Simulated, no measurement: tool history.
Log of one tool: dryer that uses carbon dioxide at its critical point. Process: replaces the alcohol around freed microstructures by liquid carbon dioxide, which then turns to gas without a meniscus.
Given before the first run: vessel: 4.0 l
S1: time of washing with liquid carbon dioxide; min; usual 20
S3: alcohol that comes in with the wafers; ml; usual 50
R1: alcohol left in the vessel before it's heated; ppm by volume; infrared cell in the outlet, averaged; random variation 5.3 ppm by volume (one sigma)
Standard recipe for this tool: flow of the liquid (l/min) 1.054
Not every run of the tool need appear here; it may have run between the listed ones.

{"run": 1, "hour": 0.0, "S1": 20, "flow of the liquid (l/min)": 1.054, "S3": 50, "R1": 213}
{"run": 2, "hour": 14.2, "S1": 20, "flow of the liquid (l/min)": 1.06, "S3": 50, "R1": 214}
{"run": 3, "hour": 30.8, "S1": 20, "flow of the liquid (l/min)": 1.06, "S3": 50, "R1": 216}
{"run": 4, "hour": 51.6, "S1": 20, "flow of the liquid (l/min)": 0.75, "S3": 50, "R1": 630}
{"run": 5, "hour": 67.3, "S1": 20, "flow of the liquid (l/min)": 0.75, "S3": 50, "R1": 672}
{"run": 6, "hour": 84.5, "S1": 20, "flow of the liquid (l/min)": 0.75, "S3": 50, "R1": 719}
{"hour": 87.7, "done": "inlet filter changed"}
{"run": 7, "hour": 97.4, "S1": 20, "flow of the liquid (l/min)": 0.75, "S3": 50, "R1": 451}
{"run": 8, "hour": 112.7, "S1": 20, "flow of the liquid (l/min)": 1.054, "S3": 50, "R1": 172}
{"run": 9, "hour": 133.2, "S1": 20, "flow of the liquid (l/min)": 1.054, "S3": 50, "R1": 173}
{"run": 10, "hour": 157.3, "S1": 20, "flow of the liquid (l/min)": 1.054, "S3": 50, "R1": 180}
{"run": 11, "hour": 181.8, "S1": 20, "flow of the liquid (l/min)": 1.054, "S3": 50, "R1": 205}
{"run": 12, "hour": 204.4, "S1": 20, "flow of the liquid (l/min)": 1.054, "S3": 50, "R1": 205}
{"run": 13, "hour": 219.2, "S1": 20, "flow of the liquid (l/min)": 1.054, "S3": 50, "R1": 223}
{"run": 14, "hour": 242.6, "S1": 20, "flow of the liquid (l/min)": 1.054, "S3": 50, "R1": 229}
{"run": 15, "hour": 264.6, "S1": 20, "flow of the liquid (l/min)": 0.98, "S3": 50, "R1": 298}
{"run": 16, "hour": 276.4, "S1": 20, "flow of the liquid (l/min)": 1.054, "S3": 78, "R1": 358}
{"run": 17, "hour": 300.7, "S1": 20, "flow of the liquid (l/min)": 0.79, "S3": 78, "R1": 903}
{"hour": 315.7, "done": "inlet filter changed"}
{"run": 18, "hour": 320.3, "S1": 13, "flow of the liquid (l/min)": 0.79, "S3": 78, "R1": 1900}
{"run": 19, "hour": 334.3, "S1": 20, "flow of the liquid (l/min)": 1.054, "S3": 50, "R1": 175}
{"run": 20, "hour": 350.2, "S1": 20, "flow of the liquid (l/min)": 1.054, "S3": 50, "R1": 180}
{"run": 21, "hour": 361.3, "S1": 20, "flow of the liquid (l/min)": 1.054, "S3": 50, "R1": 194}
{"run": 22, "hour": 373.8, "S1": 20, "flow of the liquid (l/min)": 1.054, "S3": 68, "R1": 242}
{"run": 23, "hour": 384.4, "S1": 20, "flow of the liquid (l/min)": 1.054, "S3": 68, "R1": 244}
{"run": 24, "hour": 398.3, "S1": 20, "flow of the liquid (l/min)": 1.054, "S3": 68, "R1": 249}
{"run": 25, "hour": 415.0, "S1": 20, "flow of the liquid (l/min)": 1.054, "S3": 68, "R1": 261}
{"run": 26, "hour": 430.9, "S1": 20, "flow of the liquid (l/min)": 1.33, "S3": 87, "R1": 162}
{"run": 27, "hour": 450.5, "S1": 21, "flow of the liquid (l/min)": 1.29, "S3": 93, "R1": 163}
{"run": 28, "hour": 460.6, "S1": 20, "flow of the liquid (l/min)": 1.24, "S3": 55, "R1": 162}
{"run": 29, "hour": 480.5, "S1": 15, "flow of the liquid (l/min)": 0.93, "S3": 50, "R1": 787}
{"run": 30, "hour": 505.0, "S1": 15, "flow of the liquid (l/min)": 0.93, "S3": 50, "R1": 846}
{"run": 31, "hour": 528.9, "S1": 15, "flow of the liquid (l/min)": 1.08, "S3": 20, "R1": 287}
{"hour": 542.7, "done": "inlet filter changed"}
{"run": 32, "hour": 551.2, "S1": 23, "flow of the liquid (l/min)": 1.23, "S3": 80, "R1": 113}
{"run": 33, "hour": 569.8, "S1": 23, "flow of the liquid (l/min)": 1.55, "S3": 69, "R1": 83}
{"run": 34, "hour": 584.0, "S1": 20, "flow of the liquid (l/min)": 1.054, "S3": 50, "R1": 201}
{"run": 35, "hour": 604.2, "S1": 23, "flow of the liquid (l/min)": 1.054, "S3": 50, "R1": 145}
{"run": 36, "hour": 620.8, "S1": 23, "flow of the liquid (l/min)": 0.68, "S3": 47, "R1": 453}
{"run": 37, "hour": 636.6, "S1": 23, "flow of the liquid (l/min)": 0.68, "S3": 47, "R1": 481}
{"run": 38, "hour": 655.2, "S1": 18, "flow of the liquid (l/min)": 1.61, "S3": 32, "R1": 108}

3 options for the next run, each taken on its own from the tool as it stands now. Forecast them:
{"run": "A", "hour": 673.2, "S1": 15, "flow of the liquid (l/min)": 1.054, "S3": 50, "R1": "?"}
{"run": "B", "hour": 673.2, "S1": 20, "flow of the liquid (l/min)": 1.054, "S3": 99, "R1": "?"}
{"run": "C", "hour": 673.2, "S1": 23, "flow of the liquid (l/min)": 0.94, "S3": 50, "R1": "?"}

run=A R1=549
run=B R1=386
run=C R1=222
Without the tool's hidden state the same runs would have given:
run=A R1=343
run=B R1=201
run=C R1=94

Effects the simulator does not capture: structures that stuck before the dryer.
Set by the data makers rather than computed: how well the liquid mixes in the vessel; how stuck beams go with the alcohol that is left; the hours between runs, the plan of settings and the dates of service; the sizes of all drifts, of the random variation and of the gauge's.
